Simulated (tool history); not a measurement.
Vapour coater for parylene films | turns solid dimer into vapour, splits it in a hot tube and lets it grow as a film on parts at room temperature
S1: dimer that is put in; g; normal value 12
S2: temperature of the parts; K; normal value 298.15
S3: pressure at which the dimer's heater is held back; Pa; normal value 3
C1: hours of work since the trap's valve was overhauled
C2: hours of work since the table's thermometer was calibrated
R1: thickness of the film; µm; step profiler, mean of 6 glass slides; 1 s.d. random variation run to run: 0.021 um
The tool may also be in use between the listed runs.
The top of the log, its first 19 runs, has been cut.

{"run": 20, "hour": 270.4, "S1": 13, "S2": 290.15, "S3": 3, "C1": 196, "C2": 307, "R1": 2.77}
{"run": 21, "hour": 281.1, "S1": 12, "S2": 301.15, "S3": 2.77, "C1": 201, "C2": 311, "R1": 1.69}
{"run": 22, "hour": 294.1, "S1": 12, "S2": 301.15, "S3": 2.77, "C1": 206, "C2": 316, "R1": 1.7}
{"run": 23, "hour": 311.3, "S1": 5, "S2": 306.15, "S3": 3, "C1": 213, "C2": 323, "R1": 0.56}
{"run": 24, "hour": 326.0, "S1": 5, "S2": 306.15, "S3": 3, "C1": 219, "C2": 329, "R1": 0.59}
{"run": 25, "hour": 341.4, "S1": 17, "S2": 291.15, "S3": 3, "C1": 225, "C2": 335, "R1": 3.53}
{"run": 26, "hour": 354.4, "S1": 5, "S2": 298.15, "S3": 4.53, "C1": 230, "C2": 341, "R1": 0.72}
{"run": 27, "hour": 364.3, "S1": 12, "S2": 296.15, "S3": 3, "C1": 234, "C2": 345, "R1": 1.98}
{"run": 28, "hour": 378.9, "S1": 8, "S2": 298.15, "S3": 2.2, "C1": 240, "C2": 350, "R1": 1.31}
{"run": 29, "hour": 393.3, "S1": 8, "S2": 298.15, "S3": 2.2, "C1": 246, "C2": 356, "R1": 1.32}
{"run": 30, "hour": 413.0, "S1": 5, "S2": 306.15, "S3": 2.2, "C1": 253, "C2": 364, "R1": 0.6}
{"run": 31, "hour": 424.0, "S1": 5, "S2": 306.15, "S3": 2.2, "C1": 258, "C2": 369, "R1": 0.59}

What does the tool deliver on the next run?
{"run": 32, "hour": 438.0, "S1": 5, "S2": 306.15, "S3": 2.2, "C1": 264, "C2": 374, "R1": "?"}

Run 32 came out at R1 0.61 µm.
Minus the tool's unlogged condition, the same run would have read R1 0.61 µm.
